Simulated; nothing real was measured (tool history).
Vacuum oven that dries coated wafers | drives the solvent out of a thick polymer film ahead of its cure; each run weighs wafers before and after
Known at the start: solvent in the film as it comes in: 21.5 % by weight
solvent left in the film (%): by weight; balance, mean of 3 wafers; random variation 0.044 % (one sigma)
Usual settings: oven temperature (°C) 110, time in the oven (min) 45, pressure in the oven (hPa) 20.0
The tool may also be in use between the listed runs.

run 1 hour=0.0 | oven_temperature_(°C)=110 time_in_the_oven_(min)=45 pressure_in_the_oven_(hPa)=20.0 | solvent_left_in_the_film_(%)=4.34
run 2 hour=51.2 | oven_temperature_(°C)=110 time_in_the_oven_(min)=45 pressure_in_the_oven_(hPa)=20.0 | solvent_left_in_the_film_(%)=4.36
run 3 hour=91.1 | oven_temperature_(°C)=110 time_in_the_oven_(min)=45 pressure_in_the_oven_(hPa)=20.0 | solvent_left_in_the_film_(%)=4.38
run 4 hour=114.2 | oven_temperature_(°C)=110 time_in_the_oven_(min)=45 pressure_in_the_oven_(hPa)=20.0 | solvent_left_in_the_film_(%)=4.45
run 5 hour=157.2 | oven_temperature_(°C)=110 time_in_the_oven_(min)=45 pressure_in_the_oven_(hPa)=20.0 | solvent_left_in_the_film_(%)=4.32
run 6 hour=194.3 | oven_temperature_(°C)=110 time_in_the_oven_(min)=43 pressure_in_the_oven_(hPa)=20.0 | solvent_left_in_the_film_(%)=4.63
run 7 hour=247.4 | oven_temperature_(°C)=110 time_in_the_oven_(min)=43 pressure_in_the_oven_(hPa)=20.0 | solvent_left_in_the_film_(%)=4.49
run 8 hour=272.9 | oven_temperature_(°C)=110 time_in_the_oven_(min)=43 pressure_in_the_oven_(hPa)=20.0 | solvent_left_in_the_film_(%)=4.54
run 9 hour=302.4 | oven_temperature_(°C)=110 time_in_the_oven_(min)=43 pressure_in_the_oven_(hPa)=20.0 | solvent_left_in_the_film_(%)=4.63
run 10 hour=336.0 | oven_temperature_(°C)=110 time_in_the_oven_(min)=43 pressure_in_the_oven_(hPa)=20.0 | solvent_left_in_the_film_(%)=4.66
run 11 hour=360.6 | oven_temperature_(°C)=110 time_in_the_oven_(min)=43 pressure_in_the_oven_(hPa)=20.0 | solvent_left_in_the_film_(%)=4.59
run 12 hour=383.5 | oven_temperature_(°C)=110 time_in_the_oven_(min)=43 pressure_in_the_oven_(hPa)=20.0 | solvent_left_in_the_film_(%)=4.58
run 13 hour=424.8 | oven_temperature_(°C)=110 time_in_the_oven_(min)=45 pressure_in_the_oven_(hPa)=20.0 | solvent_left_in_the_film_(%)=4.36
run 14 hour=456.3 | oven_temperature_(°C)=108 time_in_the_oven_(min)=45 pressure_in_the_oven_(hPa)=20.0 | solvent_left_in_the_film_(%)=4.81
run 15 hour=500.1 | oven_temperature_(°C)=108 time_in_the_oven_(min)=45 pressure_in_the_oven_(hPa)=20.0 | solvent_left_in_the_film_(%)=4.83
run 16 hour=538.5 | oven_temperature_(°C)=108 time_in_the_oven_(min)=45 pressure_in_the_oven_(hPa)=20.0 | solvent_left_in_the_film_(%)=4.81
run 17 hour=571.7 | oven_temperature_(°C)=110 time_in_the_oven_(min)=32 pressure_in_the_oven_(hPa)=20.0 | solvent_left_in_the_film_(%)=6.14
run 18 hour=616.8 | oven_temperature_(°C)=101 time_in_the_oven_(min)=45 pressure_in_the_oven_(hPa)=20.0 | solvent_left_in_the_film_(%)=6.54
run 19 hour=660.7 | oven_temperature_(°C)=101 time_in_the_oven_(min)=45 pressure_in_the_oven_(hPa)=20.0 | solvent_left_in_the_film_(%)=6.59
run 20 hour=709.9 | oven_temperature_(°C)=101 time_in_the_oven_(min)=45 pressure_in_the_oven_(hPa)=20.0 | solvent_left_in_the_film_(%)=6.55
run 21 hour=761.0 | oven_temperature_(°C)=111 time_in_the_oven_(min)=45 pressure_in_the_oven_(hPa)=20.0 | solvent_left_in_the_film_(%)=4.27
run 22 hour=809.7 | oven_temperature_(°C)=110 time_in_the_oven_(min)=52 pressure_in_the_oven_(hPa)=20.0 | solvent_left_in_the_film_(%)=3.77
run 23 hour=844.1 | oven_temperature_(°C)=110 time_in_the_oven_(min)=52 pressure_in_the_oven_(hPa)=20.0 | solvent_left_in_the_film_(%)=3.83
run 24 hour=873.7 | oven_temperature_(°C)=110 time_in_the_oven_(min)=27 pressure_in_the_oven_(hPa)=20.0 | solvent_left_in_the_film_(%)=7.19
run 25 hour=919.2 | oven_temperature_(°C)=110 time_in_the_oven_(min)=27 pressure_in_the_oven_(hPa)=20.0 | solvent_left_in_the_film_(%)=7.13
run 26 hour=941.6 | oven_temperature_(°C)=113 time_in_the_oven_(min)=27 pressure_in_the_oven_(hPa)=20.0 | solvent_left_in_the_film_(%)=6.45
run 27 hour=994.0 | oven_temperature_(°C)=115 time_in_the_oven_(min)=79 pressure_in_the_oven_(hPa)=42.1 | solvent_left_in_the_film_(%)=3.91
run 28 hour=1023.3 | oven_temperature_(°C)=115 time_in_the_oven_(min)=79 pressure_in_the_oven_(hPa)=42.1 | solvent_left_in_the_film_(%)=3.71
run 29 hour=1052.7 | oven_temperature_(°C)=115 time_in_the_oven_(min)=79 pressure_in_the_oven_(hPa)=51.7 | solvent_left_in_the_film_(%)=4.61
run 30 hour=1075.3 | oven_temperature_(°C)=114 time_in_the_oven_(min)=79 pressure_in_the_oven_(hPa)=29.7 | solvent_left_in_the_film_(%)=2.92
run 31 hour=1103.2 | oven_temperature_(°C)=97 time_in_the_oven_(min)=45 pressure_in_the_oven_(hPa)=64.6 | solvent_left_in_the_film_(%)=12.69
run 32 hour=1143.8 | oven_temperature_(°C)=110 time_in_the_oven_(min)=65 pressure_in_the_oven_(hPa)=70.5 | solvent_left_in_the_film_(%)=7.69
run 33 hour=1167.4 | oven_temperature_(°C)=124 time_in_the_oven_(min)=45 pressure_in_the_oven_(hPa)=42.9 | solvent_left_in_the_film_(%)=3.41
run 34 hour=1203.3 | oven_temperature_(°C)=103 time_in_the_oven_(min)=45 pressure_in_the_oven_(hPa)=20.2 | solvent_left_in_the_film_(%)=6.04
run 35 hour=1256.6 | oven_temperature_(°C)=118 time_in_the_oven_(min)=36 pressure_in_the_oven_(hPa)=33.1 | solvent_left_in_the_film_(%)=4.72
run 36 hour=1302.0 | oven_temperature_(°C)=124 time_in_the_oven_(min)=74 pressure_in_the_oven_(hPa)=21.4 | solvent_left_in_the_film_(%)=1.43
run 37 hour=1343.3 | oven_temperature_(°C)=105 time_in_the_oven_(min)=37 pressure_in_the_oven_(hPa)=20.0 | solvent_left_in_the_film_(%)=6.67
run 38 hour=1395.1 | oven_temperature_(°C)=122 time_in_the_oven_(min)=51 pressure_in_the_oven_(hPa)=11.8 | solvent_left_in_the_film_(%)=1.52
run 39 hour=1420.3 | oven_temperature_(°C)=110 time_in_the_oven_(min)=30 pressure_in_the_oven_(hPa)=20.0 | solvent_left_in_the_film_(%)=6.55
run 40 hour=1457.8 | oven_temperature_(°C)=110 time_in_the_oven_(min)=48 pressure_in_the_oven_(hPa)=20.0 | solvent_left_in_the_film_(%)=4.17
run 41 hour=1497.4 | oven_temperature_(°C)=103 time_in_the_oven_(min)=45 pressure_in_the_oven_(hPa)=13.3 | solvent_left_in_the_film_(%)=5.43
-- hour=1507.4 oven's thermocouples calibrated
run 42 hour=1528.3 | oven_temperature_(°C)=96 time_in_the_oven_(min)=30 pressure_in_the_oven_(hPa)=73.9 | solvent_left_in_the_film_(%)=15.72
run 43 hour=1577.1 | oven_temperature_(°C)=100 time_in_the_oven_(min)=33 pressure_in_the_oven_(hPa)=20.0 | solvent_left_in_the_film_(%)=8.57
run 44 hour=1622.1 | oven_temperature_(°C)=111 time_in_the_oven_(min)=65 pressure_in_the_oven_(hPa)=25.0 | solvent_left_in_the_film_(%)=3.22
run 45 hour=1659.8 | oven_temperature_(°C)=103 time_in_the_oven_(min)=32 pressure_in_the_oven_(hPa)=20.0 | solvent_left_in_the_film_(%)=8.02
run 46 hour=1691.8 | oven_temperature_(°C)=121 time_in_the_oven_(min)=45 pressure_in_the_oven_(hPa)=28.2 | solvent_left_in_the_film_(%)=2.96

Forecast each of these 4 alternatives for the next run:
run A hour=1734.8 | oven_temperature_(°C)=108 time_in_the_oven_(min)=41 pressure_in_the_oven_(hPa)=20.0 | solvent_left_in_the_film_(%)=?
run B hour=1734.8 | oven_temperature_(°C)=102 time_in_the_oven_(min)=45 pressure_in_the_oven_(hPa)=20.0 | solvent_left_in_the_film_(%)=?
run C hour=1734.8 | oven_temperature_(°C)=113 time_in_the_oven_(min)=78 pressure_in_the_oven_(hPa)=79.4 | solvent_left_in_the_film_(%)=?
run D hour=1734.8 | oven_temperature_(°C)=97 time_in_the_oven_(min)=74 pressure_in_the_oven_(hPa)=24.6 | solvent_left_in_the_film_(%)=?

run=A solvent_left_in_the_film_(%)=5.20
run=B solvent_left_in_the_film_(%)=6.36
run=C solvent_left_in_the_film_(%)=7.38
run=D solvent_left_in_the_film_(%)=5.79
Without the tool's hidden state the same runs would have given:
run=A solvent_left_in_the_film_(%)=5.18
run=B solvent_left_in_the_film_(%)=6.33
run=C solvent_left_in_the_film_(%)=7.36
run=D solvent_left_in_the_film_(%)=5.76

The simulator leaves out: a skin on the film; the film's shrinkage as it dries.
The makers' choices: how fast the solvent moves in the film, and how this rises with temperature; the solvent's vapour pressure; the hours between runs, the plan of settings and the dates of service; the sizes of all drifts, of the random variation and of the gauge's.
